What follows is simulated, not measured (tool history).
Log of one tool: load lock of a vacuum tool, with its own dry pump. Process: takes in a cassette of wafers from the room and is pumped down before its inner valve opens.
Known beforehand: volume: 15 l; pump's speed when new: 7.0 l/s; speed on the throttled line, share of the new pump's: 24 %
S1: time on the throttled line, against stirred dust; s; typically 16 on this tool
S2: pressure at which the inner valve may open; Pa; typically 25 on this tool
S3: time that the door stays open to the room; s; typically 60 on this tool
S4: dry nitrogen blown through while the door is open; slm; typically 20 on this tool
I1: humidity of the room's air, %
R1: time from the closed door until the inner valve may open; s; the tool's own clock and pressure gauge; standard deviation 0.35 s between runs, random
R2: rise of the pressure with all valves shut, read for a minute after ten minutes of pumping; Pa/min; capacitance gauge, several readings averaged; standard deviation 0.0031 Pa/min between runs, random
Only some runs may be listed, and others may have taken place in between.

{"run": 1, "hour": 0.0, "S1": 16, "S2": 25, "S3": 60, "S4": 20, "I1": 45.6, "R1": 31.4, "R2": 0.236}
{"run": 2, "hour": 279.7, "S1": 16, "S2": 25, "S3": 60, "S4": 20, "I1": 48.3, "R1": 31.2, "R2": 0.242}
{"run": 3, "hour": 632.3, "S1": 16, "S2": 25, "S3": 60, "S4": 20, "I1": 45.4, "R1": 30.9, "R2": 0.244}
{"run": 4, "hour": 980.9, "S1": 16, "S2": 25, "S3": 60, "S4": 20, "I1": 49.5, "R1": 32.1, "R2": 0.264}
{"run": 5, "hour": 1237.2, "S1": 8, "S2": 25, "S3": 60, "S4": 20, "I1": 44.4, "R1": 25.4, "R2": 0.262}
{"run": 6, "hour": 1449.3, "S1": 8, "S2": 25, "S3": 60, "S4": 20, "I1": 45.8, "R1": 24.9, "R2": 0.267}
{"run": 7, "hour": 1646.6, "S1": 16, "S2": 25, "S3": 60, "S4": 4, "I1": 43.9, "R1": 30.6, "R2": 0.302}
{"run": 8, "hour": 1923.5, "S1": 16, "S2": 25, "S3": 60, "S4": 4, "I1": 43.4, "R1": 31.9, "R2": 0.302}
{"run": 9, "hour": 2340.6, "S1": 16, "S2": 25, "S3": 60, "S4": 4, "I1": 42.4, "R1": 31.2, "R2": 0.313}
{"run": 10, "hour": 2663.8, "S1": 16, "S2": 25, "S3": 60, "S4": 4, "I1": 45.8, "R1": 31.9, "R2": 0.334}
{"run": 11, "hour": 2975.9, "S1": 11, "S2": 30, "S3": 90, "S4": 17, "I1": 44.2, "R1": 27.3, "R2": 0.326}
{"run": 12, "hour": 3424.6, "S1": 17, "S2": 25, "S3": 60, "S4": 17, "I1": 46.2, "R1": 32.4, "R2": 0.322}
{"run": 13, "hour": 3827.6, "S1": 23, "S2": 33, "S3": 70, "S4": 28, "I1": 44.3, "R1": 36.4, "R2": 0.331}
{"run": 14, "hour": 4030.1, "S1": 17, "S2": 40, "S3": 78, "S4": 10, "I1": 40.4, "R1": 30.6, "R2": 0.355}
{"run": 15, "hour": 4326.0, "S1": 17, "S2": 40, "S3": 78, "S4": 10, "I1": 46.4, "R1": 31.8, "R2": 0.373}
{"run": 16, "hour": 4689.8, "S1": 10, "S2": 31, "S3": 45, "S4": 18, "I1": 47.0, "R1": 27.8, "R2": 0.355}
{"run": 17, "hour": 4971.2, "S1": 10, "S2": 31, "S3": 45, "S4": 18, "I1": 49.3, "R1": 26.8, "R2": 0.365}
{"run": 18, "hour": 5357.8, "S1": 10, "S2": 25, "S3": 80, "S4": 20, "I1": 44.4, "R1": 28.1, "R2": 0.386}
{"run": 19, "hour": 5608.5, "S1": 25, "S2": 37, "S3": 60, "S4": 6, "I1": 47.2, "R1": 37.3, "R2": 0.414}

Pick out some run-to-run changes in R1. Of each, how much would a tool without hidden state show as well, from the settings, what came in and chance, and how much is left for the hidden state and any gauge scatter not in both results compared?
What the log doesn't record here: pump's speed, % of a new pump's; leak at the door's seal, Pa l/s; drift of the gauge itself on ready_s, %; drift of the gauge itself on rise_pa_min, %.
Run 18 -> 19: S1 10 -> 25, S2 25 -> 37, S3 80 -> 60, S4 20 -> 6. R1 +9.2 s: hidden state -0.7, all else +9.9.
